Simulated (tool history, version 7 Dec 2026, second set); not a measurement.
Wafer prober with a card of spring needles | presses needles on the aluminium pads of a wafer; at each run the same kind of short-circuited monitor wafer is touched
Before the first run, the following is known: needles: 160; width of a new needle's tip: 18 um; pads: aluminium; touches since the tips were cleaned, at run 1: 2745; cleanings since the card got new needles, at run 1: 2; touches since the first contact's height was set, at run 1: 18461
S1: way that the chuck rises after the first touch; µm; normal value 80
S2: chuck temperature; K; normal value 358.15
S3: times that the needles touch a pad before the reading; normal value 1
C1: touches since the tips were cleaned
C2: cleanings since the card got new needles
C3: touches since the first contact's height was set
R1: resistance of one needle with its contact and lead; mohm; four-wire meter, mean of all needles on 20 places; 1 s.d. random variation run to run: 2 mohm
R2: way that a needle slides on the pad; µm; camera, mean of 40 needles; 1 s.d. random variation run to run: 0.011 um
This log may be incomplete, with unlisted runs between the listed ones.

{"run": 1, "hour": 0.0, "S1": 80, "S2": 358.15, "S3": 1, "C1": 2745, "C2": 2, "C3": 18461, "R1": 234, "R2": 13.54}
{"run": 2, "hour": 8.4, "S1": 80, "S2": 358.15, "S3": 1, "C1": 4053, "C2": 2, "C3": 19769, "R1": 245, "R2": 13.54}
{"run": 3, "hour": 20.1, "S1": 80, "S2": 358.15, "S3": 1, "C1": 5883, "C2": 2, "C3": 21599, "R1": 249, "R2": 13.53}
{"hour": 25.1, "done": "tips cleaned on abrasive film"}
{"run": 4, "hour": 25.4, "S1": 80, "S2": 358.15, "S3": 1, "C1": 57, "C2": 3, "C3": 22414, "R1": 212, "R2": 13.56}
{"run": 5, "hour": 36.8, "S1": 80, "S2": 358.15, "S3": 1, "C1": 1822, "C2": 3, "C3": 24179, "R1": 231, "R2": 13.54}
{"run": 6, "hour": 47.0, "S1": 91, "S2": 329.15, "S3": 1, "C1": 3420, "C2": 3, "C3": 25777, "R1": 227, "R2": 15.4}
{"run": 7, "hour": 55.7, "S1": 91, "S2": 329.15, "S3": 1, "C1": 4776, "C2": 3, "C3": 27133, "R1": 230, "R2": 15.39}
{"hour": 57.0, "done": "height of the first contact set anew"}
{"run": 8, "hour": 65.5, "S1": 91, "S2": 329.15, "S3": 1, "C1": 6251, "C2": 3, "C3": 1322, "R1": 242, "R2": 15.4}
{"hour": 68.2, "done": "tips cleaned on abrasive film"}
{"run": 9, "hour": 71.4, "S1": 80, "S2": 359.15, "S3": 2, "C1": 507, "C2": 4, "C3": 2235, "R1": 218, "R2": 13.53}
{"run": 10, "hour": 82.6, "S1": 80, "S2": 359.15, "S3": 2, "C1": 2249, "C2": 4, "C3": 3977, "R1": 222, "R2": 13.55}

Across each entry between runs, compare the hidden state at the last listed run before it with the hidden state at the first listed run after it:
From run 3 to run 4: tips cleaned on abrasive film (hour 25.1)
  debris on the tips, nm: 127.9 -> 11.3; way that the needles fall short of the set height, um: 0.09 -> 0.12; tips' diameter, um: 18.03 -> 18.04
  measured value less the no-hidden-state value, R1: +39 -> +4 mohm; R2: -0.02 -> -0.02 µm
From run 7 to run 8: height of the first contact set anew (hour 57.0)
  debris on the tips, nm: 111.3 -> 126.4; way that the needles fall short of the set height, um: 0.12 -> 0.14
  measured value less the no-hidden-state value, R1: +29 -> +34 mohm; R2: -0.02 -> -0.03 µm
From run 8 to run 9: tips cleaned on abrasive film (hour 68.2)
  debris on the tips, nm: 126.4 -> 25; way that the needles fall short of the set height, um: 0.14 -> 0.17; tips' diameter, um: 18.04 -> 18.06
  measured value less the no-hidden-state value, R1: +34 -> +5 mohm; R2: -0.03 -> -0.03 µm
